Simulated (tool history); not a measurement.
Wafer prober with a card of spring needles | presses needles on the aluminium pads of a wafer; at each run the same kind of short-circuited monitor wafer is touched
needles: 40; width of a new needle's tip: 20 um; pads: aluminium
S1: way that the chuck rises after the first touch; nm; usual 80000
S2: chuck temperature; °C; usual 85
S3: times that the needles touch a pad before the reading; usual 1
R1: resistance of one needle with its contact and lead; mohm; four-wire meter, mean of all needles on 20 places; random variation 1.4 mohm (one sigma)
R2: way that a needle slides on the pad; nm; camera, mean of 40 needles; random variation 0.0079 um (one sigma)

Run 1, hour 0: usual settings. Result: R1 178 mohm, R2 16318 nm.
At hour 14.8: tips cleaned on abrasive film.
At hour 29.2: tips cleaned on abrasive film.
Run 2, hour 33.3: usual settings. Result: R1 185 mohm, R2 16293 nm.
At hour 43.9: tips cleaned on abrasive film.
At hour 58.3: tips cleaned on abrasive film.
At hour 75.6: tips cleaned on abrasive film.
Run 3, hour 84.4: usual settings. Result: R1 187 mohm, R2 16261 nm.
At hour 90.1: tips cleaned on abrasive film.
At hour 105.9: tips cleaned on abrasive film.
Run 4, hour 118.4: usual settings. Result: R1 195 mohm, R2 16239 nm.
At hour 120.8: tips cleaned on abrasive film.
At hour 135.8: tips cleaned on abrasive film.
At hour 152.7: tips cleaned on abrasive film.
Run 5, hour 154.6: usual settings but S3 2. Result: R1 182 mohm, R2 16222 nm.
At hour 169.1: tips cleaned on abrasive film.
At hour 172.9: height of the first contact set anew.
At hour 185: tips cleaned on abrasive film.
Run 6, hour 196.7: usual settings. Result: R1 194 mohm, R2 16345 nm.
At hour 200: tips cleaned on abrasive film.
At hour 216.2: tips cleaned on abrasive film.
At hour 233.7: tips cleaned on abrasive film.
Run 7, hour 244.2: usual settings. Result: R1 194 mohm, R2 16319 nm.
At hour 247.8: tips cleaned on abrasive film.
At hour 263.3: tips cleaned on abrasive film.
Run 8, hour 270.3: usual settings but S2 29 °C. Result: R1 182 mohm, R2 16298 nm.
At hour 277.3: tips cleaned on abrasive film.
At hour 294.1: tips cleaned on abrasive film.
At hour 311.4: tips cleaned on abrasive film.
Run 9, hour 321.9: usual settings but S2 29 °C. Result: R1 185 mohm, R2 16256 nm.
At hour 327.8: tips cleaned on abrasive film.
At hour 344: tips cleaned on abrasive film.
At hour 360.3: tips cleaned on abrasive film.
Run 10, hour 371.5: usual settings but S2 29 °C. Result: R1 183 mohm, R2 16220 nm.
At hour 375.1: tips cleaned on abrasive film.
At hour 390.6: tips cleaned on abrasive film.
At hour 405.9: tips cleaned on abrasive film.
At hour 406.2: height of the first contact set anew.
Run 11, hour 414.7: usual settings but S2 29 °C. Result: R1 182 mohm, R2 16351 nm.
At hour 420.5: tips cleaned on abrasive film.
At hour 436.6: tips cleaned on abrasive film.
At hour 452.4: tips cleaned on abrasive film.
Run 12, hour 457.7: usual settings but S2 29 °C, S3 3. Result: R1 170 mohm, R2 16331 nm.
At hour 468: tips cleaned on abrasive film.
At hour 484.8: tips cleaned on abrasive film.
At hour 501.5: tips cleaned on abrasive film.
Run 13, hour 503.4: usual settings but S2 29 °C, S3 3. Result: R1 170 mohm, R2 16281 nm.
At hour 517.4: tips cleaned on abrasive film.
At hour 532.1: tips cleaned on abrasive film.
Run 14, hour 532.1: usual settings but S2 29 °C, S3 3. Result: R1 169 mohm, R2 16276 nm.
At hour 548.3: tips cleaned on abrasive film.
At hour 563.3: tips cleaned on abrasive film.
At hour 580.8: tips cleaned on abrasive film.
Run 15, hour 584.3: usual settings but S1 78000 nm, S2 29 °C, S3 3. Result: R1 171 mohm, R2 15830 nm.
At hour 595.1: tips cleaned on abrasive film.
At hour 611.3: tips cleaned on abrasive film.
Run 16, hour 623.9: usual settings but S2 51 °C, S3 3. Result: R1 179 mohm, R2 16233 nm.
At hour 627.5: tips cleaned on abrasive film.
At hour 640.1: height of the first contact set anew.
At hour 643.4: tips cleaned on abrasive film.
Run 17, hour 656.3: usual settings but S2 51 °C, S3 3. Result: R1 178 mohm, R2 16345 nm.
At hour 659.9: tips cleaned on abrasive film.
At hour 676.6: tips cleaned on abrasive film.
Run 18, hour 689.6: usual settings but S2 51 °C, S3 3. Result: R1 179 mohm, R2 16325 nm.
At hour 693.1: tips cleaned on abrasive film.
At hour 707.3: tips cleaned on abrasive film.
At hour 724.5: tips cleaned on abrasive film.
At hour 739.8: tips cleaned on abrasive film.
Run 19, hour 739.8: usual settings but S2 27 °C, S3 2. Result: R1 168 mohm, R2 16273 nm.
At hour 756.7: tips cleaned on abrasive film.
At hour 770.9: tips cleaned on abrasive film.
Run 20, hour 774.6: usual settings but S2 27 °C, S3 2. Result: R1 173 mohm, R2 16268 nm.
At hour 786.5: tips cleaned on abrasive film.
At hour 801.5: tips cleaned on abrasive film.
At hour 818.3: tips cleaned on abrasive film.
Run 21, hour 824.1: usual settings but S1 82000 nm, S2 46 °C. Result: R1 180 mohm, R2 16638 nm.
At hour 833.4: tips cleaned on abrasive film.
At hour 850: tips cleaned on abrasive film.
At hour 864: tips cleaned on abrasive film.
Run 22, hour 864: usual settings but S1 82000 nm, S2 46 °C. Result: R1 174 mohm, R2 16624 nm.
At hour 874: height of the first contact set anew.
At hour 880.4: tips cleaned on abrasive film.
At hour 896.3: tips cleaned on abrasive film.
At hour 912: tips cleaned on abrasive film.
Run 23, hour 915.5: usual settings but S1 74000 nm. Result: R1 188 mohm, R2 15105 nm.
At hour 927.7: tips cleaned on abrasive film.
At hour 942.5: tips cleaned on abrasive film.
Run 24, hour 950.6: usual settings but S1 74000 nm. Result: R1 194 mohm, R2 15085 nm.
At hour 957.7: tips cleaned on abrasive film.
At hour 975: tips cleaned on abrasive film.
Run 25, hour 986.6: usual settings but S1 74000 nm. Result: R1 195 mohm, R2 15070 nm.
At hour 990.1: tips cleaned on abrasive film.
At hour 1005.6: tips cleaned on abrasive film.
At hour 1020.2: tips cleaned on abrasive film.
Run 26, hour 1026.8: usual settings but S1 71000 nm, S3 2. Result: R1 187 mohm, R2 14413 nm.
At hour 1036.1: tips cleaned on abrasive film.
At hour 1051.9: tips cleaned on abrasive film.
Run 27, hour 1060: usual settings but S1 83000 nm, S2 83 °C. Result: R1 189 mohm, R2 16841 nm.

3 ways to go on from here, each from the tool as it stands after run 27. What would each give?
At hour 1067.1: tips cleaned on abrasive film.
At hour 1084: tips cleaned on abrasive film.
At hour 1100.3: tips cleaned on abrasive film.
Run A, hour 1100.3: usual settings but S2 43 °C. Result: R1 ?, R2 ?.
At hour 1067.1: tips cleaned on abrasive film.
At hour 1084: tips cleaned on abrasive film.
At hour 1100.3: tips cleaned on abrasive film.
Run B, hour 1100.3: usual settings but S1 96000 nm, S2 61 °C. Result: R1 ?, R2 ?.
At hour 1067.1: tips cleaned on abrasive film.
At hour 1084: tips cleaned on abrasive film.
At hour 1100.3: tips cleaned on abrasive film.
Run C, hour 1100.3: usual settings but S2 80 °C, S3 3. Result: R1 ?, R2 ?.

run   R1     R2
  A  172  16204
  B  174  19482
  C  177  16204
Without the tool's hidden state the same runs would have given:
run   R1     R2
  A  169  16366
  B  172  19643
  C  175  16365
